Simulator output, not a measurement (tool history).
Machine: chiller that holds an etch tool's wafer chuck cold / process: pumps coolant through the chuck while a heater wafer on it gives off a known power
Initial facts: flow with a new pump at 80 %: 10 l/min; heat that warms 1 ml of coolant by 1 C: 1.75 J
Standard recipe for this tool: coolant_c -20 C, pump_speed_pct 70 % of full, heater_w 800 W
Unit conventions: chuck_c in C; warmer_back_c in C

Run 1, hour 0: usual settings. Result: chuck_c -12.72 C, warmer_back_c 3.12 C.
Run 2, hour 19.2: usual settings. Result: chuck_c -12.76 C, warmer_back_c 3.07 C.
Run 3, hour 42.8: usual settings. Result: chuck_c -12.87 C, warmer_back_c 3.13 C.
Run 4, hour 66: usual settings. Result: chuck_c -12.67 C, warmer_back_c 3.09 C.
Run 5, hour 92.4: usual settings but coolant_c -14 C. Result: chuck_c -6.71 C, warmer_back_c 3.14 C.
Run 6, hour 120.3: usual settings but coolant_c -14 C. Result: chuck_c -6.92 C, warmer_back_c 3.12 C.
Run 7, hour 137: usual settings but coolant_c -14 C. Result: chuck_c -6.8 C, warmer_back_c 3.14 C.
Run 8, hour 159.2: usual settings but coolant_c -14 C. Result: chuck_c -6.78 C, warmer_back_c 3.11 C.
Run 9, hour 179.6: usual settings but coolant_c -18 C. Result: chuck_c -10.72 C, warmer_back_c 3.13 C.
Run 10, hour 207.3: usual settings but coolant_c -28 C. Result: chuck_c -20.77 C, warmer_back_c 3.14 C.
Run 11, hour 235.5: usual settings but coolant_c -28 C. Result: chuck_c -20.68 C, warmer_back_c 3.15 C.
Run 12, hour 253.5: usual settings but heater_w 811 W. Result: chuck_c -12.68 C, warmer_back_c 3.16 C.
Run 13, hour 281: usual settings but pump_speed_pct 84 % of full, heater_w 1023 W. Result: chuck_c -11.83 C, warmer_back_c 3.34 C.
Run 14, hour 293.5: usual settings but coolant_c -11 C, heater_w 689 W. Result: chuck_c -4.73 C, warmer_back_c 2.7 C.
Run 15, hour 320.4: usual settings but coolant_c -27 C. Result: chuck_c -19.85 C, warmer_back_c 3.1 C.
Run 16, hour 345.7: usual settings but coolant_c -24 C, pump_speed_pct 77 % of full, heater_w 439 W. Result: chuck_c -20.28 C, warmer_back_c 1.55 C.
Run 17, hour 373.4: usual settings but coolant_c -26 C, heater_w 407 W. Result: chuck_c -22.24 C, warmer_back_c 1.56 C.
Run 18, hour 392.3: usual settings but coolant_c -26 C, pump_speed_pct 96 % of full, heater_w 1156 W. Result: chuck_c -17.34 C, warmer_back_c 3.34 C.
Run 19, hour 412: usual settings but coolant_c -26 C, pump_speed_pct 96 % of full, heater_w 1156 W. Result: chuck_c -17.28 C, warmer_back_c 3.32 C.
Run 20, hour 429.2: usual settings but coolant_c -14 C, pump_speed_pct 69 % of full, heater_w 538 W. Result: chuck_c -9.13 C, warmer_back_c 2.14 C.
Run 21, hour 456.4: usual settings but coolant_c -14 C, pump_speed_pct 69 % of full, heater_w 538 W. Result: chuck_c -9.06 C, warmer_back_c 2.09 C.
Run 22, hour 486.4: usual settings but coolant_c -18 C, pump_speed_pct 99 % of full, heater_w 538 W. Result: chuck_c -14.05 C, warmer_back_c 1.45 C.
Run 23, hour 500.4: usual settings but coolant_c -18 C, pump_speed_pct 99 % of full, heater_w 538 W. Result: chuck_c -13.94 C, warmer_back_c 1.48 C.
Run 24, hour 530.2: usual settings but coolant_c -18 C, pump_speed_pct 92 % of full. Result: chuck_c -11.94 C, warmer_back_c 2.42 C.

Alternative continuations, all from the tool just after run 24; predict every row:
Run A, hour 552.2: usual settings but coolant_c -25 C, pump_speed_pct 92 % of full, heater_w 1102 W. Result: chuck_c ?, warmer_back_c ?.
Run B, hour 552.2: usual settings but coolant_c -18 C, pump_speed_pct 92 % of full, heater_w 475 W. Result: chuck_c ?, warmer_back_c ?.
Run C, hour 552.2: usual settings but coolant_c -19 C, pump_speed_pct 84 % of full, heater_w 479 W. Result: chuck_c ?, warmer_back_c ?.
Run D, hour 552.2: usual settings but coolant_c -27 C, pump_speed_pct 97 % of full, heater_w 1117 W. Result: chuck_c ?, warmer_back_c ?.

run  chuck_c  warmer_back_c
  A   -16.52           3.33
  B   -14.39           1.34
  C   -15.06           1.61
  D    -18.7           3.16
What these runs would have given with no unlogged condition in the tool:
run  chuck_c  warmer_back_c
  A   -16.53           3.32
  B   -14.39           1.33
  C   -15.06           1.61
  D    -18.7           3.16
